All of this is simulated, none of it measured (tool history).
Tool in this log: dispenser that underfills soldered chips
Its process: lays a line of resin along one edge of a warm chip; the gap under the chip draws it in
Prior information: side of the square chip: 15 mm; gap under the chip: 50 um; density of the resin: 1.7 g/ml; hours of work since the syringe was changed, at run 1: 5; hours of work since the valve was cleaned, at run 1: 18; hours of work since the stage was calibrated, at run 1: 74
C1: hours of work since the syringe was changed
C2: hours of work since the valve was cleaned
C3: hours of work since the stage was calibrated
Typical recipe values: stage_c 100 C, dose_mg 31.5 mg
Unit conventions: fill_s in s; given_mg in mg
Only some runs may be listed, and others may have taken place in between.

Run 1, hour 0: usual settings; C1 5; C2 18; C3 74. Result: fill_s 129.2 s, given_mg 31.19 mg.
At hour 2.4: new syringe of resin.
Run 2, hour 4.6: usual settings; C1 2; C2 21; C3 77. Result: fill_s 103.4 s, given_mg 30.98 mg.
Run 3, hour 9.3: usual settings but stage_c 104 C; C1 5; C2 24; C3 80. Result: fill_s 114.3 s, given_mg 31.03 mg.
At hour 12.3: new syringe of resin.
Run 4, hour 13.3: usual settings; C1 1; C2 26; C3 82. Result: fill_s 100.1 s, given_mg 30.78 mg.
Run 5, hour 15.5: usual settings; C1 2; C2 28; C3 84. Result: fill_s 109.3 s, given_mg 30.79 mg.
Run 6, hour 18.6: usual settings; C1 4; C2 30; C3 86. Result: fill_s 125.3 s, given_mg 30.77 mg.
Run 7, hour 20.7: usual settings but stage_c 95 C; C1 6; C2 31; C3 87. Result: fill_s 158.2 s, given_mg 30.54 mg.
At hour 22.5: new syringe of resin.
Run 8, hour 25.7: usual settings but stage_c 95 C; C1 2; C2 35; C3 91. Result: fill_s 123.8 s, given_mg 30.43 mg.
Run 9, hour 27.9: usual settings but stage_c 95 C; C1 4; C2 36; C3 92. Result: fill_s 135.5 s, given_mg 30.47 mg.
At hour 32.5: new syringe of resin.
Run 10, hour 32.6: usual settings but stage_c 95 C; C1 0; C2 39; C3 95. Result: fill_s 112.7 s, given_mg 30.26 mg.
Run 11, hour 37.2: usual settings but stage_c 95 C; C1 3; C2 42; C3 98. Result: fill_s 136.3 s, given_mg 30.43 mg.
Run 12, hour 41.6: usual settings but stage_c 95 C; C1 6; C2 45; C3 101. Result: fill_s 163.2 s, given_mg 30.3 mg.
At hour 42.8: new syringe of resin.
Run 13, hour 46.5: usual settings; C1 3; C2 48; C3 104. Result: fill_s 111.6 s, given_mg 30.09 mg.
At hour 51: dispensing valve cleaned and set on the balance.
Run 14, hour 51.7: usual settings but dose_mg 39.1 mg; C1 5; C2 0; C3 107. Result: fill_s 131.3 s, given_mg 39.11 mg.
At hour 53.8: new syringe of resin.
Run 15, hour 55.9: usual settings but stage_c 99 C, dose_mg 31.9 mg; C1 1; C2 3; C3 109. Result: fill_s 106.9 s, given_mg 31.62 mg.
Run 16, hour 60.2: usual settings but stage_c 113 C, dose_mg 31.9 mg; C1 4; C2 6; C3 112. Result: fill_s 90.7 s, given_mg 31.6 mg.
At hour 63.8: new syringe of resin.
Run 17, hour 65.4: usual settings but stage_c 113 C, dose_mg 31.9 mg; C1 1; C2 9; C3 116. Result: fill_s 73 s, given_mg 31.65 mg.
Run 18, hour 70.2: usual settings but stage_c 113 C, dose_mg 31.9 mg; C1 4; C2 12; C3 119. Result: fill_s 90.4 s, given_mg 31.59 mg.
Run 19, hour 72.6: usual settings but stage_c 109 C, dose_mg 37.9 mg; C1 6; C2 14; C3 120. Result: fill_s 109.5 s, given_mg 37.45 mg.
At hour 73.9: new syringe of resin.
Run 20, hour 77.1: usual settings but stage_c 95 C, dose_mg 27 mg; C1 2; C2 17; C3 123. Result: fill_s 132.1 s, given_mg 26.6 mg.
Run 21, hour 81.1: usual settings but stage_c 96 C, dose_mg 37.2 mg; C1 5; C2 20; C3 126. Result: fill_s 143.3 s, given_mg 36.61 mg.
Run 22, hour 83.2: usual settings but stage_c 109 C, dose_mg 37.2 mg; C1 6; C2 21; C3 127. Result: fill_s 112 s, given_mg 36.74 mg.
At hour 83.9: new syringe of resin.
Run 23, hour 88.2: usual settings but stage_c 102 C, dose_mg 40.8 mg; C1 3; C2 24; C3 131. Result: fill_s 106 s, given_mg 40.15 mg.
Run 24, hour 91.6: usual settings but dose_mg 35.1 mg; C1 5; C2 26; C3 133. Result: fill_s 129.6 s, given_mg 34.3 mg.
At hour 94.1: new syringe of resin.
Run 25, hour 94.3: usual settings but dose_mg 35.1 mg; C1 0; C2 28; C3 134. Result: fill_s 95.1 s, given_mg 34.14 mg.
Run 26, hour 96.7: usual settings but dose_mg 35.1 mg; C1 2; C2 30; C3 136. Result: fill_s 106.8 s, given_mg 34.17 mg.
Run 27, hour 101.2: usual settings but stage_c 93 C, dose_mg 39.7 mg; C1 5; C2 33; C3 139. Result: fill_s 157.4 s, given_mg 38.78 mg.

4 ways to go on from here, each from the tool as it stands after run 27. What would each give?
At hour 104.3: new syringe of resin.
Run A, hour 105.8: usual settings but stage_c 108 C, dose_mg 34.6 mg; C1 1; C2 36; C3 142. Result: fill_s ?, given_mg ?.
At hour 104.3: new syringe of resin.
Run B, hour 105.8: usual settings but stage_c 94 C, dose_mg 35.3 mg; C1 1; C2 36; C3 142. Result: fill_s ?, given_mg ?.
At hour 104.3: new syringe of resin.
Run C, hour 105.8: usual settings but stage_c 107 C, dose_mg 30.5 mg; C1 1; C2 36; C3 142. Result: fill_s ?, given_mg ?.
At hour 104.3: new syringe of resin.
Run D, hour 105.8: usual settings but stage_c 98 C, dose_mg 37.1 mg; C1 1; C2 36; C3 142. Result: fill_s ?, given_mg ?.

run  fill_s  given_mg
  A    83.7     33.29
  B   122.9     34.52
  C    87.3     29.57
  D   108.8     35.98
What these runs would have given with no unlogged condition in the tool:
run  fill_s  given_mg
  A    75.8     34.31
  B   111.3     35.57
  C    78.9     30.48
  D    98.6     37.08
